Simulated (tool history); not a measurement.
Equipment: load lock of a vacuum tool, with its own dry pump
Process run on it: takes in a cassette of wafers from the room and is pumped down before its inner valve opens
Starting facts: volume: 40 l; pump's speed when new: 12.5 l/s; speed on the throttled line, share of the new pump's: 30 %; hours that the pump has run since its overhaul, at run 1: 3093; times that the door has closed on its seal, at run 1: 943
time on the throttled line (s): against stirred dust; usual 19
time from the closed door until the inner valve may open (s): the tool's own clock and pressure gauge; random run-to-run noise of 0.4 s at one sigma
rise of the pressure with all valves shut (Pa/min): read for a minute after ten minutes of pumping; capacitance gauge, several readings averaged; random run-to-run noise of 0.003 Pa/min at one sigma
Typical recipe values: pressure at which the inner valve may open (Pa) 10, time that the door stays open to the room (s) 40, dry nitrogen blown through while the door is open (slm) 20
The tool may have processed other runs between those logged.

| run | hour | time on the throttled line (s) | pressure at which the inner valve may open (Pa) | time that the door stays open to the room (s) | dry nitrogen blown through while the door is open (slm) | hours that the pump has run since its overhaul | times that the door has closed on its seal | incoming humidity of the room's air, % | time from the closed door until the inner valve may open (s) | rise of the pressure with all valves shut (Pa/min) |
|---|---|---|---|---|---|---|---|---|---|---|
| 1 | 0 | 19 | 10 | 40 | 20 | 3093 | 943 | 44.3 | 44.2 | 0.028 |
| 2 | 101.2 | 19 | 10 | 40 | 20 | 3194 | 1427 | 43 | 44.7 | 0.027 |
| 3 | 166 | 19 | 10 | 40 | 20 | 3259 | 1738 | 44.2 | 45 | 0.033 |
| 4 | 269 | 19 | 10 | 92 | 20 | 3362 | 2232 | 45 | 44.4 | 0.055 |
| 5 | 337.7 | 19 | 10 | 92 | 20 | 3431 | 2561 | 45.8 | 45 | 0.056 |
| 6 | 381.8 | 19 | 10 | 44 | 20 | 3475 | 2773 | 45.6 | 44.3 | 0.041 |
| 7 | 490.2 | 19 | 10 | 44 | 4 | 3583 | 3292 | 46.3 | 45.7 | 0.068 |
| 8 | 553.1 | 19 | 10 | 44 | 4 | 3646 | 3593 | 49.8 | 45 | 0.068 |
| 9 | 655.3 | 19 | 10 | 44 | 4 | 3748 | 4083 | 44.1 | 45 | 0.066 |
| 10 | 737 | 19 | 10 | 44 | 9 | 3830 | 4475 | 47.2 | 45.1 | 0.065 |
| 11 | 843.7 | 19 | 10 | 40 | 20 | 3937 | 4986 | 41.1 | 45.4 | 0.052 |
| 12 | 906.4 | 19 | 10 | 40 | 20 | 4000 | 5287 | 48 | 45 | 0.058 |
| 13 | 990.7 | 19 | 10 | 40 | 6 | 4084 | 5691 | 46.6 | 45.8 | 0.072 |
| 14 | 1046.8 | 19 | 10 | 40 | 6 | 4140 | 5960 | 45.2 | 45.7 | 0.078 |
| 15 | 1106.1 | 19 | 10 | 40 | 6 | 4199 | 6244 | 45.1 | 45.7 | 0.078 |
| 16 | 1212.3 | 27 | 10 | 40 | 6 | 4305 | 6753 | 46.1 | 51.4 | 0.083 |
| 17 | 1280.9 | 28 | 7 | 79 | 15 | 4374 | 7081 | 45.7 | 52.6 | 0.095 |
| 18 | 1337 | 28 | 7 | 79 | 15 | 4430 | 7350 | 44.6 | 53 | 0.093 |
| 19 | 1424.6 | 19 | 8 | 31 | 20 | 4518 | 7770 | 43.5 | 46.6 | 0.077 |
| 20 | 1480.5 | 19 | 8 | 108 | 13 | 4574 | 8038 | 45.9 | 45.9 | 0.115 |
| 21 | 1532.3 | 27 | 15 | 40 | 20 | 4625 | 8286 | 44.1 | 49.8 | 0.086 |
| 22 | 1580.4 | 12 | 10 | 40 | 20 | 4674 | 8517 | 47.1 | 41.4 | 0.094 |
| 23 | 1656.9 | 12 | 10 | 40 | 20 | 4750 | 8884 | 41.6 | 40.7 | 0.09 |
| 24 | 1721.7 | 12 | 10 | 40 | 20 | 4815 | 9194 | 48.2 | 40.4 | 0.093 |
| 25 | 1808.6 | 22 | 10 | 40 | 15 | 4902 | 9611 | 44.6 | 47.8 | 0.105 |
| 26 | 1873.1 | 19 | 10 | 203 | 6 | 4966 | 9920 | 47.8 | 45.9 | 0.2 |

For run 27, what comes out?
| 27 | 1960.3 | 19 | 10 | 203 | 6 | 5053 | 10338 | 44.8 | ? | ? |

Run 27 measured time from the closed door until the inner valve may open (s) 46.4, rise of the pressure with all valves shut (Pa/min) 0.195.
Take away the tool's hidden state, keep the run-to-run variation as it was, and the same run would have given time from the closed door until the inner valve may open (s) 43.6, rise of the pressure with all valves shut (Pa/min) 0.115.

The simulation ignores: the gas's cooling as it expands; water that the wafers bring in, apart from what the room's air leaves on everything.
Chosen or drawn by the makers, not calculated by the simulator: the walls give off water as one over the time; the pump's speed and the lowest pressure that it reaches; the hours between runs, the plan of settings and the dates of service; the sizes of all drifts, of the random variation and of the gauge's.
